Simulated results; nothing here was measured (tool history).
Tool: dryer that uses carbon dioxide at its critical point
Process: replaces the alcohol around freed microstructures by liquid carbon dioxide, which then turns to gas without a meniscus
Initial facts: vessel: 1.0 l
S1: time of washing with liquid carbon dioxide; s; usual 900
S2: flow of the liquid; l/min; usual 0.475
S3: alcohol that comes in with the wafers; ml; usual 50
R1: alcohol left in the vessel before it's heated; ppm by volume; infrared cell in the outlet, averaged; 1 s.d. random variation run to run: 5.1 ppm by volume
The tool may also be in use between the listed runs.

run	hour	S1	S2	S3	R1
1	0	900	0.475	50	105
2	9.7	900	0.475	50	103
3	18.4	900	0.475	50	106
4	23.8	900	0.475	50	113
5	35.7	900	0.475	50	110
6	47.2	1080	0.475	50	56
7	56.7	1080	0.475	50	52
8	67.5	660	0.475	50	530
9	72.8	720	0.475	50	365
10	79.2	720	0.475	50	372
11	90.7	900	0.475	55	138
12	97.8	900	0.475	55	140
13	108.7	900	0.475	55	135
14	116.2	900	0.475	50	131
15	121.2	900	0.475	50	127
16	131	1260	0.475	50	33
17	140.6	1260	0.475	50	33
18	147	1260	0.475	50	41
19	155.7	1260	0.475	50	42
20	162.1	1260	0.475	50	27
21	167.5	1260	0.475	63	40
22	173.3	900	0.475	50	154
23	183.9	900	0.475	50	152
24	188.7	900	0.475	50	151
25	199	540	0.42	63	2720
26	205.4	900	0.577	50	62
27	213.1	1140	0.475	38	56
28	218.2	1380	0.435	39	38
29	229.7	1380	0.435	39	41
30	238.1	900	0.527	50	101
31	245.2	900	0.527	50	101
32	251.1	900	0.472	63	218
33	261.3	660	0.475	58	820
34	272.5	1380	0.475	58	44
35	283.8	1380	0.475	58	38
36	288.8	900	0.608	58	69
37	299.1	1020	0.4	84	390
38	305.9	1320	0.359	86	194
39	312.3	1320	0.346	61	173
40	317.2	1320	0.326	38	172
41	326.6	1320	0.326	38	169
42	335.1	1200	0.316	65	506
43	343.3	660	0.478	85	1328
44	349.2	1380	0.43	50	62
45	360.9	1200	0.524	46	49
46	366	900	0.401	95	875

What if the next run were any one of these 3? Each begins from the tool's condition after run 46:
A	377.8	1260	0.317	33	?
B	377.8	1080	0.475	50	?
C	377.8	720	0.4	95	?

run	R1
A	240
B	108
C	2269
Take away the tool's hidden state, keep each run's random variation, and the runs would have read:
run	R1
A	89
B	28
C	1163
